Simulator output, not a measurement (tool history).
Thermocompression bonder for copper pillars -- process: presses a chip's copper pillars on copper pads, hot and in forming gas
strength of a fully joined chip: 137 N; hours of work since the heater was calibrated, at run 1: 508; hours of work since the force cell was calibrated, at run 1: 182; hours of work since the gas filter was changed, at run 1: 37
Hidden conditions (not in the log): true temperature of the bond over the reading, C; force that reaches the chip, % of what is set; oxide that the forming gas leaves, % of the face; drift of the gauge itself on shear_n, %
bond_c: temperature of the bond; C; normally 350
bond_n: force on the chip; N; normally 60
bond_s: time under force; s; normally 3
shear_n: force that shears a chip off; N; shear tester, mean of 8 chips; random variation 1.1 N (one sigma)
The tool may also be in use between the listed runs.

run   hour  bond_c  bond_n  bond_s  hours of work since the heater was calibrated  hours of work since the force cell was calibrated  hours of work since the gas filter was changed  shear_n
  1    0.0     350      60       3                                            508                                                182                                              37     96.1
  2    9.8     350      60       3                                            515                                                188                                              43     92.5
  3   17.3     350      60       3                                            519                                                192                                              48     92.5
  4   23.2     350      60       3                                            523                                                196                                              52     92.7
  5   29.3     350      60       3                                            527                                                200                                              55     92.9
  6   40.4     350      60       3                                            534                                                207                                              62     93.4
  7   50.2     367      60       3                                            540                                                213                                              69     99.5
  8   62.2     350      60       3                                            547                                                220                                              76     93.0
  9   68.6     350      60       3                                            551                                                224                                              80     91.3
 10   76.1     350      60       3                                            556                                                229                                              85     93.0
 11   88.1     350      60       3                                            563                                                237                                              92     93.4
 12   94.7     350      60       3                                            568                                                241                                              96     91.0
 13  106.3     350      60       3                                            575                                                248                                             104     91.1
 14  113.2     350      48       3                                            579                                                252                                             108     76.2
 15  124.7     350      48       3                                            586                                                260                                             115     76.6
 16  135.2     331      60       3                                            593                                                266                                             122     85.1
     137.4  -- force cell calibrated
 17  147.4     350      60       3                                            600                                                  6                                             128     91.2
 18  156.5     350      60       3                                            605                                                 12                                             134     91.2
 19  168.2     350      60       3                                            613                                                 19                                             141     91.2
 20  180.0     345      62       3                                            620                                                 27                                             149     90.6
     185.3  -- force cell calibrated, once more
 21  191.5     357      52       6                                            626                                                  4                                             155    103.7
 22  202.9     357      45       6                                            633                                                 11                                             162     92.6
 23  209.8     357      45       6                                            638                                                 15                                             167     92.2
 24  219.2     379      88       4                                            644                                                 21                                             172    124.0
 25  228.5     321      60       3                                            649                                                 27                                             178     79.2
 26  235.6     368      56       2                                            654                                                 31                                             183     84.9
 27  246.8     342      59       7                                            661                                                 38                                             190    104.3
 28  252.8     342      59       7                                            665                                                 42                                             193    104.7
 29  263.7     350      45       2                                            671                                                 49                                             200     61.4
 30  273.1     350      45       2                                            677                                                 55                                             206     63.1
 31  282.2     350      60       6                                            683                                                 61                                             212    105.8
 32  291.0     326      49       3                                            689                                                 66                                             217     66.3
 33  298.5     326      49       3                                            693                                                 71                                             222     67.9
 34  305.2     353      40       2                                            697                                                 75                                             226     57.8
 35  310.9     353      40       2                                            701                                                 79                                             230     57.1
 36  316.2     326      54       9                                            704                                                 82                                             233     98.0
 37  321.4     326      54       9                                            708                                                 85                                             236     96.0
 38  333.4     350      60       2                                            715                                                 93                                             244     79.1

Difference, measured minus no-hidden-state, one row per run. Run-to-run variation is common to both terms; the gauge's own scatter need not be:
run  shear_n
  1     -1.2
  2     -1.3
  3     -1.5
  4     -1.5
  5     -1.6
  6     -1.9
  7     -2.1
  8     -2.1
  9     -2.3
 10     -2.4
 11     -2.6
 12     -2.7
 13     -2.8
 14     -2.5
 15     -2.7
 16     -3.1
 17     -4.2
 18     -4.3
 19     -4.5
 20     -4.7
 21     -3.6
 22     -3.2
 23     -3.4
 24     -5.8
 25     -2.8
 26     -3.4
 27     -4.8
 28     -4.9
 29     -2.6
 30     -2.7
 31     -5.5
 32     -3.0
 33     -3.2
 34     -2.8
 35     -2.8
 36     -5.5
 37     -5.6
 38     -4.6
